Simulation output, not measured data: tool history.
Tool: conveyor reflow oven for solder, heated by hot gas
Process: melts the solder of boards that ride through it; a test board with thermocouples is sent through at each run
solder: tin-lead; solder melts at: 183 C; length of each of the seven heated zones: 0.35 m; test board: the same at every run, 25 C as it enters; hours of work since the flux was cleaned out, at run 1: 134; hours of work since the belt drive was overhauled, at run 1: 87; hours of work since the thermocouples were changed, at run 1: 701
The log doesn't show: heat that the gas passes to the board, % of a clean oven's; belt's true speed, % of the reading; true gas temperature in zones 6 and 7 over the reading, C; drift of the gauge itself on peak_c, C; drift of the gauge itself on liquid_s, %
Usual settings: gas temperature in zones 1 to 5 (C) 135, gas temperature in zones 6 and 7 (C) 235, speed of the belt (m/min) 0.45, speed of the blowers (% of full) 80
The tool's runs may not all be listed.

run     day  gas temperature in zones 1 to 5 (C)  gas temperature in zones 6 and 7 (C)  speed of the belt (m/min)  speed of the blowers (% of full)  hours of work since the flux was cleaned out  hours of work since the belt drive was overhauled  hours of work since the thermocouples were changed  highest temperature of the board (C)  time above the solder's melting point (s)
  1   0.000                                  135                                   235                       0.45                                80                                           134                                                 87                                                 701                                 219.7                                       71.3
  2   1.142                                  135                                   235                       0.45                                80                                           155                                                108                                                 721                                 220.2                                       71.9
  3   2.700                                  135                                   235                       0.45                                80                                           183                                                136                                                 749                                 219.7                                       71.4
  4   4.696                                  129                                   235                       0.45                                80                                           218                                                171                                                 785                                 218.6                                       68.5
  5   6.408                                  129                                   235                       0.45                                80                                           249                                                202                                                 816                                 218.7                                       68.6
  6   7.512                                  129                                   250                       0.45                                80                                           269                                                222                                                 836                                 231.7                                       79.2
  7   9.317                                  129                                   250                       0.45                                80                                           301                                                254                                                 868                                 232.6                                       78.7
  8  10.633                                  129                                   250                       0.45                                80                                           325                                                278                                                 891                                 232.5                                       78.8
     11.617  -- flux residue cleaned out of gas plates and filters
  9  11.667                                  129                                   250                       0.45                                63                                             1                                                293                                                 906                                 229.7                                       76.1
 10  13.138                                  129                                   250                       0.45                                63                                            27                                                319                                                 933                                 229.7                                       76.7
 11  13.962                                  129                                   250                       0.45                                63                                            42                                                334                                                 947                                 229.5                                       76.2
 12  15.821                                  140                                   236                       0.38                                60                                            75                                                367                                                 981                                 223.8                                       91.8

The next listed run, before its measurement:
 13  17.546                                  135                                   225                       0.45                                79                                           106                                                398                                                1012                                     ?                                          ?

highest temperature of the board (C): 210.6
time above the solder's melting point (s): 63.1
Without the tool's hidden state the same run would have given highest temperature of the board (C) 210.5, time above the solder's melting point (s) 63.1.

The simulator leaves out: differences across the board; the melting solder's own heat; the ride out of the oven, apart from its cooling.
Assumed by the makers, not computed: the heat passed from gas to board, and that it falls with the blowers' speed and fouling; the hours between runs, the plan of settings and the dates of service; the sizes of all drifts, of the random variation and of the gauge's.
